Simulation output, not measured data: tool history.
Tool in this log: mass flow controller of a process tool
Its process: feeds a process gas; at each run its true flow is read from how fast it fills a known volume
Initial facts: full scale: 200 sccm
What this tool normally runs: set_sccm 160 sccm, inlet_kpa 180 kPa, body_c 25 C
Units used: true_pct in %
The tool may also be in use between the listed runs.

run 1 hour=0 | set_sccm=160 inlet_kpa=180 body_c=25 | true_pct=100.87
run 2 hour=112.9 | set_sccm=160 inlet_kpa=147 body_c=25 | true_pct=101.1
run 3 hour=189.6 | set_sccm=160 inlet_kpa=180 body_c=25 | true_pct=101.04
run 4 hour=276.6 | set_sccm=160 inlet_kpa=180 body_c=25 | true_pct=100.96
run 5 hour=387.2 | set_sccm=160 inlet_kpa=180 body_c=25 | true_pct=100.88
run 6 hour=508.1 | set_sccm=160 inlet_kpa=180 body_c=25 | true_pct=100.96
run 7 hour=623.8 | set_sccm=160 inlet_kpa=257 body_c=25 | true_pct=100.58
run 8 hour=762.2 | set_sccm=160 inlet_kpa=257 body_c=25 | true_pct=100.57
run 9 hour=916.6 | set_sccm=160 inlet_kpa=257 body_c=25 | true_pct=100.56
run 10 hour=1054.1 | set_sccm=160 inlet_kpa=257 body_c=25 | true_pct=100.44
-- hour=1065.3 controller's zero set anew
run 11 hour=1215.9 | set_sccm=160 inlet_kpa=257 body_c=25 | true_pct=100.45
run 12 hour=1362.3 | set_sccm=160 inlet_kpa=182 body_c=25 | true_pct=100.71
-- hour=1427.1 controller's zero set anew, once more
run 13 hour=1434.3 | set_sccm=33 inlet_kpa=180 body_c=25 | true_pct=100.97
run 14 hour=1518.2 | set_sccm=33 inlet_kpa=159 body_c=37 | true_pct=101.86
run 15 hour=1623.6 | set_sccm=33 inlet_kpa=254 body_c=22 | true_pct=100.42
run 16 hour=1709.1 | set_sccm=56 inlet_kpa=151 body_c=21 | true_pct=100.98
run 17 hour=1822.7 | set_sccm=163 inlet_kpa=151 body_c=21 | true_pct=101.5
run 18 hour=1968.5 | set_sccm=54 inlet_kpa=196 body_c=27 | true_pct=101.08
run 19 hour=2070.4 | set_sccm=54 inlet_kpa=196 body_c=27 | true_pct=101.1
run 20 hour=2143.7 | set_sccm=160 inlet_kpa=180 body_c=28 | true_pct=101.78

5 options for the next run, each taken on its own from the tool as it stands now. Forecast them:
run A hour=2252 | set_sccm=186 inlet_kpa=151 body_c=25 | true_pct=?
run B hour=2252 | set_sccm=38 inlet_kpa=165 body_c=28 | true_pct=?
run C hour=2252 | set_sccm=160 inlet_kpa=180 body_c=32 | true_pct=?
run D hour=2252 | set_sccm=110 inlet_kpa=176 body_c=28 | true_pct=?
run E hour=2252 | set_sccm=92 inlet_kpa=180 body_c=28 | true_pct=?

run=A true_pct=101.94
run=B true_pct=101.19
run=C true_pct=102.16
run=D true_pct=101.54
run=E true_pct=101.48
Without the tool's hidden state the same runs would have given:
run=A true_pct=100.27
run=B true_pct=99.71
run=C true_pct=100.49
run=D true_pct=99.9
run=E true_pct=99.86
